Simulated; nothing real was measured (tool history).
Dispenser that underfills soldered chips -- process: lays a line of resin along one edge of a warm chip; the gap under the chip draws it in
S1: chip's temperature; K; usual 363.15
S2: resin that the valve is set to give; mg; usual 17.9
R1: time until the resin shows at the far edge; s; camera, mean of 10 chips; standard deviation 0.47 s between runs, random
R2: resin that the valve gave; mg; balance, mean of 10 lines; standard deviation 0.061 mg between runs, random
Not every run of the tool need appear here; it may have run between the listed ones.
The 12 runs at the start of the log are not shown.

Run 13, hour 44.6: usual settings but S1 350.15 K. Result: R1 100.0 s, R2 17.35 mg.
At hour 47.0: new syringe of resin.
Run 14, hour 48.6: usual settings but S2 19.5 mg. Result: R1 40.9 s, R2 18.74 mg.
Run 15, hour 52.4: usual settings but S2 19.5 mg. Result: R1 49.5 s, R2 18.78 mg.
Run 16, hour 55.0: usual settings but S2 16.4 mg. Result: R1 60.2 s, R2 15.79 mg.
At hour 56.4: new syringe of resin.
Run 17, hour 60.3: usual settings but S2 17.4 mg. Result: R1 45.9 s, R2 16.69 mg.
At hour 62.2: dispensing valve cleaned and set on the balance.
Run 18, hour 64.0: usual settings but S2 17.4 mg. Result: R1 52.7 s, R2 17.31 mg.
At hour 66.8: new syringe of resin.
Run 19, hour 68.6: usual settings but S2 17.4 mg. Result: R1 39.8 s, R2 17.26 mg.
Run 20, hour 73.3: usual settings but S1 357.15 K, S2 23.0 mg. Result: R1 67.0 s, R2 22.89 mg.
At hour 76.3: new syringe of resin.
Run 21, hour 78.6: usual settings but S2 19.6 mg. Result: R1 42.1 s, R2 19.41 mg.
Run 22, hour 82.9: usual settings but S2 19.6 mg. Result: R1 52.3 s, R2 19.44 mg.
At hour 85.7: new syringe of resin.
Run 23, hour 87.9: usual settings but S1 353.15 K, S2 21.9 mg. Result: R1 66.6 s, R2 21.66 mg.
Run 24, hour 93.0: usual settings but S1 373.15 K, S2 22.5 mg. Result: R1 35.8 s, R2 22.17 mg.
At hour 95.3: new syringe of resin.
Run 25, hour 98.1: usual settings but S1 366.15 K. Result: R1 37.4 s, R2 17.52 mg.
Run 26, hour 100.4: usual settings but S1 356.15 K, S2 15.7 mg. Result: R1 70.2 s, R2 15.38 mg.
Run 27, hour 104.2: usual settings but S1 378.15 K, S2 20.4 mg. Result: R1 31.4 s, R2 20.04 mg.
At hour 104.8: new syringe of resin.
Run 28, hour 107.0: usual settings but S1 366.15 K, S2 20.7 mg. Result: R1 35.9 s, R2 20.28 mg.
Run 29, hour 109.5: usual settings but S1 349.15 K, S2 18.7 mg. Result: R1 94.6 s, R2 18.22 mg.
Run 30, hour 112.1: usual settings but S1 349.15 K, S2 18.7 mg. Result: R1 108.9 s, R2 18.22 mg.
At hour 114.4: new syringe of resin.
Run 31, hour 115.3: usual settings but S1 349.15 K, S2 18.7 mg. Result: R1 76.2 s, R2 18.39 mg.
Run 32, hour 120.5: usual settings but S1 349.15 K, S2 18.7 mg. Result: R1 103.0 s, R2 18.04 mg.
At hour 123.9: new syringe of resin.
Run 33, hour 124.3: usual settings but S2 17.4 mg. Result: R1 38.3 s, R2 16.92 mg.
Run 34, hour 127.2: usual settings but S2 17.4 mg. Result: R1 45.7 s, R2 16.86 mg.
Run 35, hour 129.4: usual settings but S1 348.15 K, S2 19.2 mg. Result: R1 101.7 s, R2 18.57 mg.
Run 36, hour 132.2: usual settings but S1 374.15 K, S2 16.3 mg. Result: R1 37.5 s, R2 15.68 mg.

4 options for the next run, each taken on its own from the tool as it stands now. Forecast them:
At hour 133.3: new syringe of resin.
Run A, hour 136.7: usual settings but S1 353.15 K, S2 15.3 mg. Result: R1 ?, R2 ?.
At hour 133.3: new syringe of resin.
Run B, hour 136.7: usual settings but S1 353.15 K. Result: R1 ?, R2 ?.
At hour 133.3: new syringe of resin.
Run C, hour 136.7: usual settings but S1 352.15 K, S2 16.3 mg. Result: R1 ?, R2 ?.
At hour 133.3: new syringe of resin.
Run D, hour 136.7: usual settings but S1 368.15 K, S2 16.1 mg. Result: R1 ?, R2 ?.

run    R1     R2
  A  73.5  14.71
  B  71.6  17.29
  C  77.2  15.60
  D  37.3  15.47
The same runs, with their run-to-run variation unchanged, on a tool lacking any hidden condition would have given:
run    R1     R2
  A  58.8  15.24
  B  57.6  17.92
  C  61.9  16.16
  D  30.1  16.03
